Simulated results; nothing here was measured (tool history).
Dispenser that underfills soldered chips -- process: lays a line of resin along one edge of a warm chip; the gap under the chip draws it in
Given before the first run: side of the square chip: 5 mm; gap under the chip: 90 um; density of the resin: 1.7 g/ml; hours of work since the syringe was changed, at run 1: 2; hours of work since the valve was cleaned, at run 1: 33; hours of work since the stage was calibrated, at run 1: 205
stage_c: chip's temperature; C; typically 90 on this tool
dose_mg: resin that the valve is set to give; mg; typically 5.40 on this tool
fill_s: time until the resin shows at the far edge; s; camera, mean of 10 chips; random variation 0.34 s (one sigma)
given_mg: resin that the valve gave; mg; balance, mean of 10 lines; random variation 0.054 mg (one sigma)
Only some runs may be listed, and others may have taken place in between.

run	hour	stage_c	dose_mg	hours of work since the syringe was changed	hours of work since the valve was cleaned	hours of work since the stage was calibrated	fill_s	given_mg
1	0.0	90	5.40	2	33	205	17.0	5.28
2	7.2	90	5.40	8	39	210	21.3	5.20
# hour 10.4: new syringe of resin
3	19.1	90	5.40	7	47	219	20.5	5.07
# hour 23.6: new syringe of resin
4	28.6	90	5.40	4	54	226	17.6	5.11
5	34.3	99	5.40	8	59	230	16.3	5.21
# hour 37.1: new syringe of resin
6	46.1	99	5.40	7	67	239	15.1	5.06
# hour 50.2: new syringe of resin
7	59.0	99	5.40	7	77	248	15.1	5.14
# hour 63.6: new syringe of resin
8	67.7	99	5.40	3	83	255	12.6	5.01
9	76.0	81	5.40	9	90	261	32.7	4.86
# hour 77.4: new syringe of resin
10	84.2	90	6.86	5	96	267	18.0	6.25
# hour 90.4: new syringe of resin
11	90.4	90	6.86	0	100	272	13.6	6.26
12	96.1	90	6.86	4	104	276	17.7	6.10
# hour 103.2: new syringe of resin
13	104.1	90	5.40	1	110	282	15.5	4.97
14	115.1	90	5.40	9	119	290	23.3	4.74
# hour 116.1: new syringe of resin
15	122.5	90	5.40	5	124	295	18.6	4.83
# hour 129.5: new syringe of resin
16	135.6	104	5.40	5	134	305	11.1	4.78
# hour 142.5: new syringe of resin
# hour 143.5: dispensing valve cleaned and set on the balance
17	143.9	104	5.40	0	0	310	8.7	5.40
18	149.2	94	5.99	4	4	314	15.1	5.96
# hour 157.2: new syringe of resin
19	162.0	94	5.99	4	14	324	15.1	5.89
# hour 170.3: new syringe of resin
20	170.6	100	4.61	0	20	330	10.5	4.59
21	181.0	93	6.92	8	28	338	18.4	6.72
# hour 183.2: new syringe of resin
22	186.9	90	4.67	3	32	342	17.8	4.44
# hour 196.5: new syringe of resin
23	197.5	91	4.72	1	40	350	15.0	4.51
24	207.0	91	4.72	8	47	357	21.2	4.51
# hour 210.2: new syringe of resin
25	214.7	93	5.42	3	53	363	14.7	5.08
# hour 223.3: new syringe of resin
26	224.2	103	5.85	1	60	370	9.4	5.47
27	230.3	103	5.85	5	64	375	11.9	5.47
# hour 236.9: new syringe of resin
28	238.0	103	5.85	1	70	380	9.6	5.42
29	246.2	76	5.32	7	76	386	33.9	4.87
# hour 250.2: new syringe of resin
30	252.4	83	5.32	2	81	391	19.4	4.99
31	259.5	83	5.32	7	86	396	26.1	5.02
# hour 263.4: new syringe of resin
32	270.9	83	5.32	6	95	405	24.2	4.86
# hour 276.8: new syringe of resin
33	276.9	83	5.32	0	99	409	18.0	4.92
34	287.7	83	5.32	8	107	417	26.3	4.87

Branching from run 34: 3 alternative next runs. What would each branch give?
# hour 289.6: new syringe of resin
A	295.3	93	4.99	4	113	423	?	?
# hour 289.6: new syringe of resin
B	295.3	93	6.09	4	113	423	?	?
# hour 289.6: new syringe of resin
C	295.3	89	4.90	4	113	423	?	?

run	fill_s	given_mg
A	15.8	4.50
B	15.0	5.52
C	18.3	4.42
The same runs, with their run-to-run variation unchanged, on a tool lacking any hidden condition would have given:
run	fill_s	given_mg
A	14.1	4.98
B	13.7	6.11
C	16.4	4.89

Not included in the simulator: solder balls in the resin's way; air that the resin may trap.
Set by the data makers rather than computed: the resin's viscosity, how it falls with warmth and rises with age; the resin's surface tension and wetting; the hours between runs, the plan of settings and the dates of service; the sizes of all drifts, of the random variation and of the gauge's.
